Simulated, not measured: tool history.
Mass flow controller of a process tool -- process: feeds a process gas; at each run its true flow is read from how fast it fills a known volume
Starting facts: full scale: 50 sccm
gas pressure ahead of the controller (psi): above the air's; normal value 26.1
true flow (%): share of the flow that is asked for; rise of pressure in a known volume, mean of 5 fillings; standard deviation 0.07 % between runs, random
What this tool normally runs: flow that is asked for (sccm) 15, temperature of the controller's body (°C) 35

run    hour  flow that is asked for (sccm)  gas pressure ahead of the controller (psi)  temperature of the controller's body (°C)  true flow (%)
  1       0                             15                                        26.1                                         35          97.03
  2      43                             15                                        26.1                                         35          96.92
  3   110.7                             15                                        26.1                                         35          96.97
  4   190.2                             15                                        26.1                                         35          96.96
  5   258.8                             15                                        26.1                                         36          96.79
  6   336.3                             15                                        26.1                                         36          96.85
  7   419.5                             15                                        26.1                                         36          96.85
  8   456.6                             15                                        26.1                                         36          96.85
  9   506.8                             15                                        26.1                                         36          96.92
 10   561.4                             15                                        26.1                                         35          96.99
 11   646.2                             15                                        36.5                                         35          97.19
 12   681.2                             15                                        36.5                                         35          97.18
 13   747.1                             15                                        36.5                                         35          97.08
 14     800                             15                                        36.5                                         35          97.26
 15   845.8                             15                                        26.1                                         35          96.96
 16   882.5                             15                                        26.1                                         35          96.87
 17   948.2                             17                                        26.1                                         35          96.98
 18  1009.4                             17                                        26.1                                         35          97.14
 19  1062.1                             15                                        26.1                                         35          97.02
 20    1103                             15                                        26.1                                         35          96.93
 21  1186.6                             15                                        26.1                                         35          96.92
 22  1238.3                             15                                        26.1                                         35          96.92
 23  1308.8                             15                                        26.1                                         35          96.94
 24    1389                             15                                        26.1                                         35          96.82
 25  1432.1                             38                                          40                                         27          99.13
 26  1514.5                              6                                          37                                         21          97.88
 27  1559.5                              7                                        32.1                                         39          96.49
 28  1610.7                             18                                        24.1                                         27          97.38
     1614.9  -- controller's zero set anew
 29  1673.2                             15                                        34.4                                         35          97.16
 30    1727                              8                                        33.8                                         33          97.16
 31  1804.4                              8                                        33.8                                         33          97.07
     1814.9  -- controller's zero set anew, once more
 32  1890.7                             23                                        22.5                                         33          97.29
 33  1930.1                              7                                        26.1                                         35          96.35
 34  2008.5                             14                                        26.1                                         24          97.37
 35  2072.3                             14                                        26.1                                         24          97.44
 36  2146.7                             15                                        25.8                                         24          97.45
 37  2186.9                              6                                        25.8                                         24          96.85
 38  2262.1                             14                                        25.8                                         26          97.23
 39    2345                             14                                        25.8                                         26          97.19
 40  2431.2                             29                                        22.2                                         32          97.65
 41  2501.7                             48                                        22.2                                         32          98.94
 42  2568.7                             48                                        22.2                                         32          98.91
 43  2604.5                             48                                        22.2                                         32          98.71
 44  2649.3                             48                                        22.2                                         32          98.94
 45    2692                             48                                        32.3                                         37          98.89
 46    2742                             48                                        32.3                                         37          98.83
 47  2825.9                             48                                        32.3                                         37          98.79
 48  2888.8                             32                                        31.5                                         35          97.77

Alternative continuations, all from the tool just after run 48; predict every row:
  A  2966.6                             13                                        31.5                                         25              ?
  B  2966.6                              6                                        32.3                                         28              ?
  C  2966.6                             32                                        31.5                                         29              ?
  D  2966.6                             11                                        31.5                                         37              ?

run  true flow (%)
  A          97.38
  B          97.03
  C          98.23
  D          96.54
Stripped of hidden state, with their random variation kept, the same runs would have yielded:
run  true flow (%)
  A          97.57
  B           96.9
  C          98.58
  D          96.68

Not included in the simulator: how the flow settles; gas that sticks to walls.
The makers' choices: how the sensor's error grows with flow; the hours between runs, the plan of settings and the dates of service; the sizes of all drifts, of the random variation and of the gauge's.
